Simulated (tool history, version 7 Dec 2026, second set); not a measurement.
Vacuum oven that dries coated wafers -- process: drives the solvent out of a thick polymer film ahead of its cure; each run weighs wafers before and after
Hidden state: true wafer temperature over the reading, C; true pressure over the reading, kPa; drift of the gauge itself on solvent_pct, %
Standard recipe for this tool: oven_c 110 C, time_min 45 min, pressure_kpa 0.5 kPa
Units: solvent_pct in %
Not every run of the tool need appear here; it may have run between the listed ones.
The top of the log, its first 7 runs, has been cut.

| run | hour | oven_c | time_min | pressure_kpa | hours of work since the thermocouples were calibrated | hours of work since the vacuum gauge was cleaned of residue | solvent_pct |
|---|---|---|---|---|---|---|---|
| 8 | 99.5 | 110 | 45 | 0.5 | 1506 | 376 | 1.74 |
| 9 | 110.2 | 110 | 45 | 1.18 | 1512 | 383 | 2.04 |
| 10 | 125.6 | 99 | 45 | 0.5 | 1522 | 392 | 4.48 |
| 11 | 144.4 | 99 | 45 | 0.656 | 1533 | 403 | 4.51 |
| 12 | 158.8 | 99 | 45 | 0.656 | 1541 | 411 | 4.53 |
| 13 | 176.5 | 99 | 45 | 0.656 | 1552 | 422 | 4.56 |
| 14 | 189.7 | 110 | 45 | 0.5 | 1559 | 430 | 1.75 |
| 15 | 210.9 | 110 | 45 | 0.5 | 1572 | 442 | 1.8 |
| 16 | 221 | 109 | 26 | 0.924 | 1578 | 448 | 4.69 |
| 17 | 240.2 | 99 | 65 | 0.315 | 1589 | 459 | 2.57 |
| 18 | 251.5 | 119 | 31 | 1.578 | 1596 | 466 | 1.81 |
| 19 | 261.4 | 105 | 46 | 1.578 | 1602 | 472 | 3.21 |
| 20 | 281.1 | 105 | 46 | 1.578 | 1613 | 484 | 3.23 |
| 21 | 291.4 | 106 | 45 | 0.5 | 1619 | 490 | 2.61 |
| 22 | 300.1 | 103 | 29 | 0.371 | 1624 | 495 | 5.64 |
| 23 | 310.2 | 103 | 29 | 0.371 | 1630 | 501 | 5.57 |
| 24 | 327.1 | 118 | 25 | 0.367 | 1640 | 511 | 2.45 |
| 25 | 338.6 | 118 | 67 | 0.367 | 1647 | 518 | 0.23 |
| 26 | 347.6 | 96 | 45 | 0.987 | 1652 | 523 | 5.6 |
| 27 | 367.8 | 119 | 45 | 1.123 | 1664 | 535 | 0.81 |
| 28 | 381.7 | 119 | 45 | 1.123 | 1673 | 543 | 0.79 |
| 29 | 397.5 | 118 | 79 | 0.371 | 1682 | 552 | 0.19 |
| 30 | 414.6 | 95 | 26 | 0.445 | 1692 | 562 | 8.54 |

4 options for the next run, each taken on its own from the tool as it stands now. Forecast them:
| A | 423.4 | 106 | 26 | 1.873 | 1697 | 568 | ? |
| B | 423.4 | 112 | 45 | 0.5 | 1697 | 568 | ? |
| C | 423.4 | 110 | 52 | 0.274 | 1697 | 568 | ? |
| D | 423.4 | 114 | 26 | 0.445 | 1697 | 568 | ? |

| run | solvent_pct |
|---|---|
| A | 5.85 |
| B | 1.42 |
| C | 1.22 |
| D | 3.19 |
Without the tool's unlogged condition, the same runs would have read:
| run | solvent_pct |
|---|---|
| A | 5.86 |
| B | 1.42 |
| C | 1.22 |
| D | 3.2 |

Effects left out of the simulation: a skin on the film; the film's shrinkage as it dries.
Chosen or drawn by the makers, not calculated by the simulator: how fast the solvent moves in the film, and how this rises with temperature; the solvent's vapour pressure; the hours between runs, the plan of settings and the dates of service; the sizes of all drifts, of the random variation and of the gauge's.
